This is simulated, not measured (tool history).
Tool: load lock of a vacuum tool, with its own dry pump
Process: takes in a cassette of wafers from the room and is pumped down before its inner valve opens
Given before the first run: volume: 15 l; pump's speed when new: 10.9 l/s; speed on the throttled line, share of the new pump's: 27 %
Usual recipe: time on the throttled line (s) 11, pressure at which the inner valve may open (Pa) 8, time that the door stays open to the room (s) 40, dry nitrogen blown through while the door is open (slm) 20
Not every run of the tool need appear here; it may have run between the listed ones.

run	hour	time on the throttled line (s)	pressure at which the inner valve may open (Pa)	time that the door stays open to the room (s)	dry nitrogen blown through while the door is open (slm)	incoming humidity of the room's air, %	time from the closed door until the inner valve may open (s)	rise of the pressure with all valves shut (Pa/min)
1	0	11	8	40	20	46	21.23	0.04
2	133.6	11	8	216	20	45.3	21.4	0.083
3	230.7	11	8	216	20	45.4	21.08	0.081
4	326	11	8	83	20	44.9	20.95	0.058
5	409.8	11	9	40	20	44.7	21.02	0.051
6	526.2	11	16	40	20	47.3	20.33	0.047
7	641.6	11	16	40	20	46.2	20.4	0.044
8	709.9	11	16	40	20	47.6	20.14	0.049
9	819.9	11	16	40	12	44.8	20.19	0.052
10	892.7	11	16	40	12	42.1	20.19	0.056
11	1012.4	11	16	40	12	45.2	20.33	0.056
12	1137.7	11	16	40	12	45.8	20.37	0.059
13	1223.5	11	16	40	12	45.3	20.32	0.06
14	1316.4	11	8	40	20	46.7	21.37	0.054
15	1390.2	11	8	40	20	44.8	21.14	0.05
16	1456	11	8	40	20	42.3	21.37	0.054
17	1587.8	11	8	189	20	44.5	21.19	0.084
18	1694.6	11	8	117	20	44.2	21.36	0.073
19	1810.2	11	8	117	20	44.7	21.46	0.078
20	1880.6	13	8	117	6	43.2	22.77	0.116
21	2016.1	13	8	117	6	45.9	22.99	0.121
22	2109.7	17	7	28	24	45.2	25.72	0.047
23	2197.1	9	8	40	43	46.7	20	0.041
24	2286.1	9	8	40	43	46.3	20.07	0.049
25	2366.1	9	8	40	43	43	20.06	0.048
26	2507.2	18	8	40	20	45.1	26.61	0.067
27	2572.4	11	6	40	11	45.5	21.94	0.078
28	2673.3	11	6	40	11	45.5	21.99	0.078
29	2791.3	11	6	40	11	48.1	22.17	0.082
30	2865.9	9	12	40	11	42.4	19.51	0.072
31	2949	12	8	61	7	49.9	22.43	0.108
32	3042.9	11	6	40	20	44.3	22.05	0.065
33	3142.2	11	6	40	20	45.7	22.18	0.066
34	3240.1	11	6	40	20	45.4	22.21	0.071
35	3378.3	11	6	40	20	48.3	22.19	0.076
36	3498.8	9	8	35	20	43.6	20.17	0.071
37	3582.1	11	14	40	20	44.9	20.8	0.071

Results for each run, recomputed without the tool's hidden state and with each run's random variation untouched:
What the log doesn't record here: pump's speed, % of a new pump's; leak at the door's seal, Pa l/s; drift of the gauge itself on ready_s, %; drift of the gauge itself on rise_pa_min, %.
run	time from the closed door until the inner valve may open (s)	rise of the pressure with all valves shut (Pa/min)
1	21.13	0.037
2	21.28	0.079
3	20.95	0.076
4	20.8	0.053
5	20.86	0.045
6	20.16	0.04
7	20.22	0.037
8	19.95	0.041
9	19.99	0.044
10	19.97	0.047
11	20.1	0.046
12	20.12	0.048
13	20.06	0.049
14	21.07	0.042
15	20.83	0.037
16	21.05	0.041
17	20.84	0.069
18	20.96	0.058
19	21.05	0.061
20	22.39	0.098
21	22.59	0.103
22	25.35	0.027
23	19.53	0.021
24	19.57	0.028
25	19.55	0.025
26	26.2	0.044
27	21.41	0.054
28	21.44	0.053
29	21.56	0.056
30	18.95	0.045
31	21.86	0.08
32	21.43	0.035
33	21.53	0.036
34	21.55	0.04
35	21.51	0.043
36	19.46	0.037
37	20.17	0.035
